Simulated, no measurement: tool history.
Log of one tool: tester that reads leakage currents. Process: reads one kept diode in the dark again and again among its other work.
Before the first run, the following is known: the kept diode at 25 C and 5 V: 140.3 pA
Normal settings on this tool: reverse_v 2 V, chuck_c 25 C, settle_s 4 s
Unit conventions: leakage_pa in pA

{"run": 1, "hour": 0.0, "reverse_v": 2, "chuck_c": 25, "settle_s": 4, "leakage_pa": 100.61}
{"run": 2, "hour": 93.0, "reverse_v": 2, "chuck_c": 25, "settle_s": 4, "leakage_pa": 101.11}
{"run": 3, "hour": 208.8, "reverse_v": 2, "chuck_c": 25, "settle_s": 4, "leakage_pa": 100.43}
{"run": 4, "hour": 368.3, "reverse_v": 2, "chuck_c": 22, "settle_s": 4, "leakage_pa": 79.31}
{"run": 5, "hour": 458.8, "reverse_v": 2, "chuck_c": 22, "settle_s": 4, "leakage_pa": 78.75}
{"run": 6, "hour": 627.4, "reverse_v": 15.84, "chuck_c": 25, "settle_s": 4, "leakage_pa": 212.85}
{"run": 7, "hour": 721.5, "reverse_v": 2, "chuck_c": 25, "settle_s": 4, "leakage_pa": 100.78}
{"run": 8, "hour": 854.4, "reverse_v": 2, "chuck_c": 25, "settle_s": 4, "leakage_pa": 100.94}
{"run": 9, "hour": 963.0, "reverse_v": 2, "chuck_c": 25, "settle_s": 4, "leakage_pa": 101.12}
{"run": 10, "hour": 1132.8, "reverse_v": 2, "chuck_c": 25, "settle_s": 4, "leakage_pa": 100.31}
{"run": 11, "hour": 1281.8, "reverse_v": 2.42, "chuck_c": 25, "settle_s": 4, "leakage_pa": 107.88}
{"run": 12, "hour": 1461.9, "reverse_v": 2.42, "chuck_c": 25, "settle_s": 4, "leakage_pa": 107.48}
{"run": 13, "hour": 1628.3, "reverse_v": 2, "chuck_c": 25, "settle_s": 4, "leakage_pa": 100.18}
{"run": 14, "hour": 1829.1, "reverse_v": 2, "chuck_c": 25, "settle_s": 4, "leakage_pa": 100.75}
{"run": 15, "hour": 1974.7, "reverse_v": 2, "chuck_c": 25, "settle_s": 4, "leakage_pa": 100.57}
{"run": 16, "hour": 2163.1, "reverse_v": 2, "chuck_c": 25, "settle_s": 0.86, "leakage_pa": 100.92}
{"run": 17, "hour": 2292.3, "reverse_v": 2, "chuck_c": 25, "settle_s": 4, "leakage_pa": 100.16}
{"run": 18, "hour": 2401.9, "reverse_v": 2, "chuck_c": 25, "settle_s": 4, "leakage_pa": 100.48}
{"run": 19, "hour": 2531.4, "reverse_v": 2, "chuck_c": 25, "settle_s": 7.37, "leakage_pa": 100.52}
{"run": 20, "hour": 2622.4, "reverse_v": 2.14, "chuck_c": 25, "settle_s": 2.55, "leakage_pa": 103.27}
{"run": 21, "hour": 2715.6, "reverse_v": 4.89, "chuck_c": 31, "settle_s": 2.55, "leakage_pa": 221.28}
{"run": 22, "hour": 2860.1, "reverse_v": 4.89, "chuck_c": 40, "settle_s": 1.59, "leakage_pa": 432.86}
{"run": 23, "hour": 3017.2, "reverse_v": 4.89, "chuck_c": 22, "settle_s": 4.27, "leakage_pa": 109.66}
{"run": 24, "hour": 3155.1, "reverse_v": 2, "chuck_c": 23, "settle_s": 4, "leakage_pa": 85.82}
{"run": 25, "hour": 3334.9, "reverse_v": 2, "chuck_c": 23, "settle_s": 4, "leakage_pa": 85.99}
{"run": 26, "hour": 3524.2, "reverse_v": 3.89, "chuck_c": 51, "settle_s": 4, "leakage_pa": 854.67}
{"run": 27, "hour": 3674.7, "reverse_v": 3.89, "chuck_c": 51, "settle_s": 4, "leakage_pa": 854.68}
{"run": 28, "hour": 3846.0, "reverse_v": 2, "chuck_c": 22, "settle_s": 4, "leakage_pa": 79.48}
{"run": 29, "hour": 3992.4, "reverse_v": 2, "chuck_c": 48, "settle_s": 0.55, "leakage_pa": 546.65}
{"run": 30, "hour": 4182.8, "reverse_v": 11.86, "chuck_c": 50, "settle_s": 1.01, "leakage_pa": 1198.2}
{"run": 31, "hour": 4323.3, "reverse_v": 1.51, "chuck_c": 46, "settle_s": 2.77, "leakage_pa": 431.65}
{"run": 32, "hour": 4445.6, "reverse_v": 1.51, "chuck_c": 46, "settle_s": 2.77, "leakage_pa": 429.69}
{"run": 33, "hour": 4564.8, "reverse_v": 2.58, "chuck_c": 25, "settle_s": 0.7, "leakage_pa": 110.25}
{"run": 34, "hour": 4773.1, "reverse_v": 1.2, "chuck_c": 25, "settle_s": 4, "leakage_pa": 83.57}
{"run": 35, "hour": 4900.5, "reverse_v": 1.2, "chuck_c": 45, "settle_s": 0.81, "leakage_pa": 372.16}
{"run": 36, "hour": 5012.7, "reverse_v": 2, "chuck_c": 26, "settle_s": 0.3, "leakage_pa": 109.66}
{"run": 37, "hour": 5122.7, "reverse_v": 2, "chuck_c": 26, "settle_s": 0.3, "leakage_pa": 108.56}

Removed from this log: 4 entries logged between the listed runs. Between which two listed runs does each belong, and how does the tool's hidden state at the listed run before it compare with that at the listed run after it?
Logged between run 16 and run 17: chuck's temperature calibrated (hour 2250.9)
  stray current of the dirty probe card, pA a volt: 0.04 -> 0.041; true chuck temperature over the reading, C: -0.01 -> 0
  measured less the result without the state, leakage_pa: -0.09 -> +0.04 pA
Logged between run 27 and run 28: tester calibrated (hour 3752.8)
  stray current of the dirty probe card, pA a volt: 0.051 -> 0.053; current scale over the true one, %: -0.02 -> 0
  measured less the result without the state, leakage_pa: -0.26 -> +0.04 pA
Logged between run 29 and run 30: probe card cleaned and baked (hour 4004.6)
  stray current of the dirty probe card, pA a volt: 0.054 -> 0.022; true chuck temperature over the reading, C: 0 -> -0.01
  measured less the result without the state, leakage_pa: -0.12 -> -0.46 pA
Logged between run 33 and run 34: chuck's temperature calibrated (hour 4772.8)
  stray current of the dirty probe card, pA a volt: 0.025 -> 0.026; true chuck temperature over the reading, C: -0.01 -> 0
  measured less the result without the state, leakage_pa: -0.06 -> +0.01 pA
